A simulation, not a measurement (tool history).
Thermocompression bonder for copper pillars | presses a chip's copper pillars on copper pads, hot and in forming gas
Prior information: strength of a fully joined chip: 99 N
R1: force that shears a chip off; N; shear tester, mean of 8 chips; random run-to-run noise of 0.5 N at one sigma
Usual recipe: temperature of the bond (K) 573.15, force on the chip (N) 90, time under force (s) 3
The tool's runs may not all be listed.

run 1 hour=0.0 | temperature_of_the_bond_(K)=573.15 force_on_the_chip_(N)=90 time_under_force_(s)=3 | R1=50.3
run 2 hour=63.4 | temperature_of_the_bond_(K)=573.15 force_on_the_chip_(N)=90 time_under_force_(s)=3 | R1=50.3
run 3 hour=121.0 | temperature_of_the_bond_(K)=573.15 force_on_the_chip_(N)=90 time_under_force_(s)=3 | R1=51.4
-- hour=126.2 forming gas filter changed
run 4 hour=189.5 | temperature_of_the_bond_(K)=573.15 force_on_the_chip_(N)=90 time_under_force_(s)=3 | R1=55.3
run 5 hour=258.9 | temperature_of_the_bond_(K)=573.15 force_on_the_chip_(N)=90 time_under_force_(s)=9 | R1=75.7
run 6 hour=294.2 | temperature_of_the_bond_(K)=573.15 force_on_the_chip_(N)=100 time_under_force_(s)=9 | R1=76.2
run 7 hour=347.2 | temperature_of_the_bond_(K)=573.15 force_on_the_chip_(N)=100 time_under_force_(s)=9 | R1=77.5
run 8 hour=384.9 | temperature_of_the_bond_(K)=573.15 force_on_the_chip_(N)=90 time_under_force_(s)=3 | R1=54.6
run 9 hour=451.0 | temperature_of_the_bond_(K)=573.15 force_on_the_chip_(N)=90 time_under_force_(s)=3 | R1=55.2
run 10 hour=523.7 | temperature_of_the_bond_(K)=548.15 force_on_the_chip_(N)=90 time_under_force_(s)=3 | R1=43.1
run 11 hour=571.4 | temperature_of_the_bond_(K)=573.15 force_on_the_chip_(N)=90 time_under_force_(s)=3 | R1=55.9
run 12 hour=603.1 | temperature_of_the_bond_(K)=573.15 force_on_the_chip_(N)=90 time_under_force_(s)=3 | R1=54.3
run 13 hour=654.3 | temperature_of_the_bond_(K)=573.15 force_on_the_chip_(N)=90 time_under_force_(s)=3 | R1=54.5
run 14 hour=687.3 | temperature_of_the_bond_(K)=573.15 force_on_the_chip_(N)=90 time_under_force_(s)=3 | R1=54.8
run 15 hour=744.3 | temperature_of_the_bond_(K)=566.15 force_on_the_chip_(N)=90 time_under_force_(s)=3 | R1=51.6
run 16 hour=779.6 | temperature_of_the_bond_(K)=566.15 force_on_the_chip_(N)=90 time_under_force_(s)=3 | R1=51.3
run 17 hour=819.2 | temperature_of_the_bond_(K)=566.15 force_on_the_chip_(N)=90 time_under_force_(s)=3 | R1=51.0
run 18 hour=892.4 | temperature_of_the_bond_(K)=566.15 force_on_the_chip_(N)=80 time_under_force_(s)=3 | R1=47.3
-- hour=909.1 forming gas filter changed
-- hour=944.2 heater calibrated with a thermocouple chip
run 19 hour=945.6 | temperature_of_the_bond_(K)=573.15 force_on_the_chip_(N)=90 time_under_force_(s)=7 | R1=68.9
run 20 hour=986.1 | temperature_of_the_bond_(K)=573.15 force_on_the_chip_(N)=103 time_under_force_(s)=3 | R1=57.6
run 21 hour=1054.1 | temperature_of_the_bond_(K)=556.15 force_on_the_chip_(N)=90 time_under_force_(s)=8 | R1=62.0
run 22 hour=1121.4 | temperature_of_the_bond_(K)=556.15 force_on_the_chip_(N)=90 time_under_force_(s)=8 | R1=61.2
-- hour=1160.8 force cell calibrated
run 23 hour=1198.0 | temperature_of_the_bond_(K)=597.15 force_on_the_chip_(N)=100 time_under_force_(s)=2 | R1=61.1
run 24 hour=1236.3 | temperature_of_the_bond_(K)=597.15 force_on_the_chip_(N)=100 time_under_force_(s)=2 | R1=62.3
run 25 hour=1291.2 | temperature_of_the_bond_(K)=597.15 force_on_the_chip_(N)=100 time_under_force_(s)=2 | R1=62.4
run 26 hour=1329.4 | temperature_of_the_bond_(K)=546.15 force_on_the_chip_(N)=100 time_under_force_(s)=5 | R1=51.9
run 27 hour=1405.2 | temperature_of_the_bond_(K)=573.15 force_on_the_chip_(N)=90 time_under_force_(s)=8 | R1=69.7
run 28 hour=1480.1 | temperature_of_the_bond_(K)=560.15 force_on_the_chip_(N)=115 time_under_force_(s)=5 | R1=62.5
run 29 hour=1551.5 | temperature_of_the_bond_(K)=559.15 force_on_the_chip_(N)=102 time_under_force_(s)=3 | R1=51.0
run 30 hour=1586.8 | temperature_of_the_bond_(K)=578.15 force_on_the_chip_(N)=69 time_under_force_(s)=2 | R1=42.6
run 31 hour=1641.2 | temperature_of_the_bond_(K)=573.15 force_on_the_chip_(N)=68 time_under_force_(s)=4 | R1=50.1
-- hour=1694.5 forming gas filter changed
run 32 hour=1697.5 | temperature_of_the_bond_(K)=570.15 force_on_the_chip_(N)=68 time_under_force_(s)=4 | R1=54.1
run 33 hour=1736.1 | temperature_of_the_bond_(K)=570.15 force_on_the_chip_(N)=68 time_under_force_(s)=4 | R1=53.4
run 34 hour=1810.3 | temperature_of_the_bond_(K)=556.15 force_on_the_chip_(N)=119 time_under_force_(s)=3 | R1=58.5
run 35 hour=1880.7 | temperature_of_the_bond_(K)=584.15 force_on_the_chip_(N)=111 time_under_force_(s)=3 | R1=70.5
run 36 hour=1914.2 | temperature_of_the_bond_(K)=584.15 force_on_the_chip_(N)=111 time_under_force_(s)=3 | R1=71.0
run 37 hour=1969.1 | temperature_of_the_bond_(K)=584.15 force_on_the_chip_(N)=111 time_under_force_(s)=3 | R1=68.7
run 38 hour=2000.4 | temperature_of_the_bond_(K)=584.15 force_on_the_chip_(N)=111 time_under_force_(s)=3 | R1=70.3
run 39 hour=2037.0 | temperature_of_the_bond_(K)=584.15 force_on_the_chip_(N)=111 time_under_force_(s)=3 | R1=69.0

The logged runs with the hidden state left out (each run's random variation unchanged):
The tool's hidden condition here consists of: true temperature of the bond over the reading, C; force that reaches the chip, % of what is set; oxide that the forming gas leaves, % of the face; drift of the gauge itself on shear_n, %.
run=1 R1=54.6
run=2 R1=54.8
run=3 R1=56.1
run=4 R1=54.4
run=5 R1=75.5
run=6 R1=76.3
run=7 R1=77.9
run=8 R1=54.2
run=9 R1=54.9
run=10 R1=42.3
run=11 R1=55.8
run=12 R1=54.4
run=13 R1=54.7
run=14 R1=55.2
run=15 R1=51.8
run=16 R1=51.6
run=17 R1=51.4
run=18 R1=47.6
run=19 R1=70.7
run=20 R1=59.4
run=21 R1=64.1
run=22 R1=63.4
run=23 R1=62.2
run=24 R1=63.5
run=25 R1=63.9
run=26 R1=52.5
run=27 R1=71.9
run=28 R1=64.3
run=29 R1=52.1
run=30 R1=43.5
run=31 R1=51.5
run=32 R1=50.2
run=33 R1=49.6
run=34 R1=54.4
run=35 R1=67.6
run=36 R1=68.3
run=37 R1=66.3
run=38 R1=68.1
run=39 R1=66.9

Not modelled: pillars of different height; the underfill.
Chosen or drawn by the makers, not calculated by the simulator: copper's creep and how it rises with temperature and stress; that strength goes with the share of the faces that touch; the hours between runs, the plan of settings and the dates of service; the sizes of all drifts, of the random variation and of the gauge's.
